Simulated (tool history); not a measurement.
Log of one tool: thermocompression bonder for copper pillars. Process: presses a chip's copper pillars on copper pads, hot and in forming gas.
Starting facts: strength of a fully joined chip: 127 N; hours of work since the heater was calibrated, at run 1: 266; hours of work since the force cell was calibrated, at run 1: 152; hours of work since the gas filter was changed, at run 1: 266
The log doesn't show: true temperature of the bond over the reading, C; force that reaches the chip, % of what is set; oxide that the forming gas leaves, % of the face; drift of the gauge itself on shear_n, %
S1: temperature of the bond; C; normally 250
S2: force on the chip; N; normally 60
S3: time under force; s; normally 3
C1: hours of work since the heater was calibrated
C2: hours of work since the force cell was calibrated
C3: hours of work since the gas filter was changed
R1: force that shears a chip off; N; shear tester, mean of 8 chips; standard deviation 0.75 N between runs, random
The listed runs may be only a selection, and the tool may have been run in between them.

run,hour,S1,S2,S3,C1,C2,C3,R1
1,0,250,60,3,266,152,266,47.7
# hour 18.7: forming gas filter changed
2,48.4,250,60,3,301,186,21,52.5
3,79.5,250,60,3,323,209,44,52.1
4,119,250,60,3,352,237,72,50.1
5,145.3,250,60,3,371,256,91,50
6,192,250,60,3,405,290,125,50
7,228.8,250,60,3,431,317,152,49.5
8,252.7,250,60,3,448,334,169,47.8
9,274.5,259,36,3,464,350,185,35
10,316.7,259,36,3,495,380,215,33.1
11,359.8,266,60,5,526,411,246,65
# hour 386.7: heater calibrated with a thermocouple chip
12,404.2,236,51,7,13,442,277,53.6
# hour 408.5: forming gas filter changed
13,443.7,236,51,7,41,470,25,58.6
14,475.8,225,90,3,64,493,49,57.3

Measured result minus the same run's result without the hidden state. Both carry the same run-to-run variation, though not necessarily the same gauge scatter:
run,R1
1,-8
2,-4
3,-4.7
4,-5.5
5,-6.1
6,-7.1
7,-7.9
8,-8.3
9,-6.5
10,-7.1
11,-12.8
12,-5.8
13,-0.7
14,-1.4

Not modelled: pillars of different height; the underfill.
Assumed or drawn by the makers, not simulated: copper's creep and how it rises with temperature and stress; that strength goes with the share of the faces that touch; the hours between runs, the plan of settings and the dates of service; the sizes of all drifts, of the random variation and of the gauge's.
